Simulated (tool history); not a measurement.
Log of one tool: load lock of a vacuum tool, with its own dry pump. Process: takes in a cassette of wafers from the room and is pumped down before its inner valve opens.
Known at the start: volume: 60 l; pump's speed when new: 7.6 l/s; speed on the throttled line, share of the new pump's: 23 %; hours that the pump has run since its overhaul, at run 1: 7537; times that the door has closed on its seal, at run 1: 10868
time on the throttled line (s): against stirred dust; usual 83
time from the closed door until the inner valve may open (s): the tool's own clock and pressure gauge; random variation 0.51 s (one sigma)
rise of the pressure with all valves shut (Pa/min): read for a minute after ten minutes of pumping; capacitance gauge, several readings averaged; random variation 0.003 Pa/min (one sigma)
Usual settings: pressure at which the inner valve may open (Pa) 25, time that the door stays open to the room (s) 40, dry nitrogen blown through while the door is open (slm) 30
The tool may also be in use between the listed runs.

run,hour,time on the throttled line (s),pressure at which the inner valve may open (Pa),time that the door stays open to the room (s),dry nitrogen blown through while the door is open (slm),hours that the pump has run since its overhaul,times that the door has closed on its seal,"incoming humidity of the room's air, %",time from the closed door until the inner valve may open (s),rise of the pressure with all valves shut (Pa/min)
1,0,83,25,40,30,7537,10868,45.7,134.7,0.175
2,106.5,83,47,40,30,7644,11078,44.7,129.1,0.183
3,256.7,83,47,40,30,7794,11375,44.2,129.9,0.185
4,412.3,83,25,40,30,7950,11682,40.5,135.8,0.192
5,521,89,25,40,30,8058,11896,48.3,139.4,0.207
6,665.3,64,25,40,30,8203,12181,45.2,120.7,0.21
7,736,83,25,40,5,8273,12320,45.7,135.1,0.229
8,855.8,83,25,40,5,8393,12557,45.5,135.9,0.231
9,961.2,83,25,40,5,8499,12764,47.2,134.7,0.24
10,1028.5,83,25,40,5,8566,12897,47.1,135.4,0.237
11,1113.2,71,25,147,30,8651,13064,43.8,126.9,0.249
12,1193.7,86,25,40,6,8731,13223,42.1,137.5,0.245
13,1285.1,102,37,237,8,8823,13404,46.1,147,0.297
14,1393.3,102,37,237,19,8931,13617,45.3,147.7,0.279
15,1552.8,136,37,237,8,9090,13932,44.9,171.9,0.298
16,1636.8,42,22,53,7,9174,14097,45.6,107.9,0.272
17,1759.5,42,39,53,14,9297,14339,45.5,101.4,0.277
# hour 1858.6: dry pump taken out, an overhauled one fitted
18,1872.6,162,48,40,12,14,14551,44.5,186.5,0.282
19,1985.2,117,47,40,26,127,14773,46.6,152.1,0.28
20,2051.2,117,47,65,26,193,14903,44.1,153.2,0.285

Hidden state at the last listed run before each entry between runs and at the first one after, where it differs:
Between runs 17 and 18: dry pump taken out, an overhauled one fitted (hour 1858.6)
  pump's speed, % of a new pump's: 87.8 -> 99.9; leak at the door's seal, Pa l/s: 0.2527 -> 0.2585
  measured less the result without the state, time from the closed door until the inner valve may open (s): +7.2 -> +0; rise of the pressure with all valves shut (Pa/min): +0.251 -> +0.259
